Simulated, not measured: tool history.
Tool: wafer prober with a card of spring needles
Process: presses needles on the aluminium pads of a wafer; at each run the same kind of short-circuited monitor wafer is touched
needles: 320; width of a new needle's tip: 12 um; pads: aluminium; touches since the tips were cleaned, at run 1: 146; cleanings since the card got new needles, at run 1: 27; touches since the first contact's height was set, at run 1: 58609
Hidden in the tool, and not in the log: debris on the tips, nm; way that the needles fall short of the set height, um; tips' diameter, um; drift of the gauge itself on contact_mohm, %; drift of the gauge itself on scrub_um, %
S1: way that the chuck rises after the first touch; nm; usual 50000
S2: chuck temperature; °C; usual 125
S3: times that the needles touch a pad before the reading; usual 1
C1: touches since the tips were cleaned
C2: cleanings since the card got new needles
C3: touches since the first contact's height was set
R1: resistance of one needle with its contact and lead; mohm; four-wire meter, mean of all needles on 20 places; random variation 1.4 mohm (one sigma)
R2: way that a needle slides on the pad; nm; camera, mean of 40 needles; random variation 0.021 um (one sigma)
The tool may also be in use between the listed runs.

run,hour,S1,S2,S3,C1,C2,C3,R1,R2
1,0.0,50000,125,1,146,27,58609,140,8100
2,19.3,50000,125,2,6369,27,64832,175,8110
# hour 23.4: tips cleaned on abrasive film
3,33.8,50000,125,2,3346,28,69493,170,8120
# hour 47.9: tips cleaned on abrasive film
4,48.2,50000,125,2,88,29,74118,136,8040
# hour 64.7: height of the first contact set anew
# hour 72.2: tips cleaned on abrasive film
5,72.8,50000,125,2,197,30,2584,136,8270
6,89.0,50000,125,2,5428,30,7815,172,8250
# hour 95.7: tips cleaned on abrasive film
7,104.6,50000,125,2,2879,31,12845,166,8250
# hour 118.9: tips cleaned on abrasive film
8,129.2,54000,125,1,3335,32,20748,184,8890
# hour 143.0: tips cleaned on abrasive film
9,147.2,54000,125,1,1354,33,26540,159,8870
10,164.5,50000,125,1,6942,33,32128,210,8180
# hour 167.0: tips cleaned on abrasive film
11,182.3,50000,125,1,4935,34,37845,201,8170
# hour 190.9: tips cleaned on abrasive film
12,213.1,50000,125,1,7170,35,47759,214,8140
# hour 214.7: tips cleaned on abrasive film
13,230.5,50000,125,2,5100,36,53366,176,8110
# hour 239.6: tips cleaned on abrasive film
14,243.9,50000,125,2,1393,37,57667,157,8110
# hour 262.5: tips cleaned on abrasive film
15,263.7,50000,125,2,373,38,64021,139,8090
16,279.9,50000,125,2,5604,38,69252,177,8120
# hour 285.5: tips cleaned on abrasive film
# hour 309.2: tips cleaned on abrasive film
17,309.2,45000,112,1,0,40,78675,139,7230
# hour 312.3: height of the first contact set anew
# hour 333.1: tips cleaned on abrasive film
18,340.2,50000,125,1,2313,41,8985,179,8230
# hour 356.9: tips cleaned on abrasive film
19,357.6,44000,125,1,237,42,14580,149,7220
20,373.1,44000,125,1,5237,42,19580,224,7250
# hour 380.3: tips cleaned on abrasive film
21,395.0,50000,26,2,4746,43,26622,166,8190
# hour 404.4: tips cleaned on abrasive film
22,412.0,50000,26,2,2436,44,32070,157,8170
# hour 428.0: tips cleaned on abrasive film
23,433.7,61000,125,1,1816,45,39053,165,10040
# hour 451.0: tips cleaned on abrasive film
24,456.8,35000,63,1,1863,46,46500,226,5670
# hour 474.2: tips cleaned on abrasive film
25,479.0,35000,63,1,1573,47,53652,221,5630
26,491.6,35000,63,1,5639,47,57718,295,5700
# hour 497.3: tips cleaned on abrasive film
27,514.3,42000,57,3,5487,48,65028,169,6770
# hour 520.3: tips cleaned on abrasive film
28,536.2,39000,70,1,5150,49,72079,262,6250
# hour 543.4: tips cleaned on abrasive film
29,556.8,63000,49,1,4324,50,78694,172,10200
# hour 559.1: height of the first contact set anew
# hour 567.7: tips cleaned on abrasive film
30,572.9,50000,115,1,1661,51,4409,174,8210
31,588.9,50000,115,1,6836,51,9584,210,8240
# hour 591.3: tips cleaned on abrasive film
32,613.5,50000,115,2,7187,52,17515,182,8230

Forecast each of these 4 alternatives for the next run:
# hour 615.1: tips cleaned on abrasive film
A,627.4,50000,58,1,3986,53,21977,?,?
# hour 615.1: tips cleaned on abrasive film
B,627.4,50000,50,1,3986,53,21977,?,?
# hour 615.1: tips cleaned on abrasive film
C,627.4,50000,92,2,3986,53,21977,?,?
# hour 615.1: tips cleaned on abrasive film
D,627.4,50000,65,2,3986,53,21977,?,?

run,R1,R2
A,201,8190
B,198,8230
C,169,8180
D,167,8210
Without the tool's hidden state the same runs would have given:
run,R1,R2
A,122,8250
B,119,8290
C,123,8250
D,120,8270

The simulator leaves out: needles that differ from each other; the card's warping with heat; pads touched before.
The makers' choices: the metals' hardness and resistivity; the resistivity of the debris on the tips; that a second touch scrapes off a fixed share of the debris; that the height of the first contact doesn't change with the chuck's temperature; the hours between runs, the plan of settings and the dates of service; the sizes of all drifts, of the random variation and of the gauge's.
